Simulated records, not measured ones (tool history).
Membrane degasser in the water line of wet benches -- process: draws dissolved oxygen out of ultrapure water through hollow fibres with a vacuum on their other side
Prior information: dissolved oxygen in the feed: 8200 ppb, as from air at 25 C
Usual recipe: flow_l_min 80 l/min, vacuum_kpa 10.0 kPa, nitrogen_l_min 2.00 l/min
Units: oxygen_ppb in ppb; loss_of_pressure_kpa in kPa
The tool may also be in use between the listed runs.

Run 1, hour 0.0: usual settings. Result: oxygen_ppb 536.2 ppb, loss_of_pressure_kpa 69.71 kPa.
Run 2, hour 71.1: usual settings but vacuum_kpa 15.8 kPa. Result: oxygen_ppb 931.2 ppb, loss_of_pressure_kpa 69.48 kPa.
Run 3, hour 148.4: usual settings but vacuum_kpa 16.2 kPa. Result: oxygen_ppb 954.2 ppb, loss_of_pressure_kpa 69.54 kPa.
Run 4, hour 202.4: usual settings but flow_l_min 86 l/min, vacuum_kpa 16.2 kPa. Result: oxygen_ppb 1020.9 ppb, loss_of_pressure_kpa 74.55 kPa.
Run 5, hour 276.7: usual settings but flow_l_min 86 l/min, vacuum_kpa 16.2 kPa. Result: oxygen_ppb 1016.7 ppb, loss_of_pressure_kpa 74.01 kPa.
Run 6, hour 398.7: usual settings. Result: oxygen_ppb 534.9 ppb, loss_of_pressure_kpa 69.66 kPa.
Run 7, hour 484.2: usual settings. Result: oxygen_ppb 528.7 ppb, loss_of_pressure_kpa 69.13 kPa.
Run 8, hour 587.4: usual settings. Result: oxygen_ppb 532.5 ppb, loss_of_pressure_kpa 68.95 kPa.
Run 9, hour 720.7: usual settings. Result: oxygen_ppb 537.7 ppb, loss_of_pressure_kpa 69.29 kPa.
Run 10, hour 799.4: usual settings. Result: oxygen_ppb 542.9 ppb, loss_of_pressure_kpa 69.20 kPa.
Run 11, hour 874.5: usual settings. Result: oxygen_ppb 531.0 ppb, loss_of_pressure_kpa 69.51 kPa.
Run 12, hour 928.3: usual settings. Result: oxygen_ppb 534.3 ppb, loss_of_pressure_kpa 69.38 kPa.
Run 13, hour 1012.3: usual settings but flow_l_min 81 l/min, vacuum_kpa 7.3 kPa, nitrogen_l_min 1.87 l/min. Result: oxygen_ppb 359.1 ppb, loss_of_pressure_kpa 70.10 kPa.
Run 14, hour 1123.2: usual settings but flow_l_min 75 l/min. Result: oxygen_ppb 510.8 ppb, loss_of_pressure_kpa 64.85 kPa.
Run 15, hour 1209.0: usual settings but flow_l_min 75 l/min, vacuum_kpa 8.4 kPa, nitrogen_l_min 1.05 l/min. Result: oxygen_ppb 621.7 ppb, loss_of_pressure_kpa 64.74 kPa.
Run 16, hour 1304.7: usual settings but flow_l_min 75 l/min, vacuum_kpa 8.4 kPa, nitrogen_l_min 1.05 l/min. Result: oxygen_ppb 621.1 ppb, loss_of_pressure_kpa 64.66 kPa.
Run 17, hour 1381.7: usual settings but flow_l_min 75 l/min, vacuum_kpa 8.4 kPa, nitrogen_l_min 1.05 l/min. Result: oxygen_ppb 625.4 ppb, loss_of_pressure_kpa 65.38 kPa.
Run 18, hour 1461.2: usual settings but flow_l_min 54 l/min. Result: oxygen_ppb 383.3 ppb, loss_of_pressure_kpa 46.92 kPa.
Run 19, hour 1593.9: usual settings but flow_l_min 53 l/min, vacuum_kpa 20.5 kPa. Result: oxygen_ppb 905.0 ppb, loss_of_pressure_kpa 46.02 kPa.
Run 20, hour 1667.2: usual settings but flow_l_min 99 l/min, vacuum_kpa 15.5 kPa. Result: oxygen_ppb 1088.7 ppb, loss_of_pressure_kpa 86.17 kPa.
Run 21, hour 1740.4: usual settings but flow_l_min 85 l/min, vacuum_kpa 10.7 kPa, nitrogen_l_min 2.17 l/min. Result: oxygen_ppb 572.4 ppb, loss_of_pressure_kpa 73.74 kPa.
Run 22, hour 1820.8: usual settings but flow_l_min 85 l/min, vacuum_kpa 19.7 kPa, nitrogen_l_min 2.83 l/min. Result: oxygen_ppb 966.7 ppb, loss_of_pressure_kpa 73.84 kPa.
Run 23, hour 1954.5: usual settings but flow_l_min 85 l/min, vacuum_kpa 19.7 kPa, nitrogen_l_min 2.83 l/min. Result: oxygen_ppb 957.1 ppb, loss_of_pressure_kpa 73.26 kPa.

Between the runs listed above, the log contained 1 entry, not reproduced here. Where in the sequence does each belong, and how does what the log doesn't record of the tool's condition differ from the listed run before to the listed run after?
Between runs 18 and 19: seals of the vacuum lines changed (hour 1568.9)
  air that leaks in behind the membrane, l/min: 0.0025 -> 0.002

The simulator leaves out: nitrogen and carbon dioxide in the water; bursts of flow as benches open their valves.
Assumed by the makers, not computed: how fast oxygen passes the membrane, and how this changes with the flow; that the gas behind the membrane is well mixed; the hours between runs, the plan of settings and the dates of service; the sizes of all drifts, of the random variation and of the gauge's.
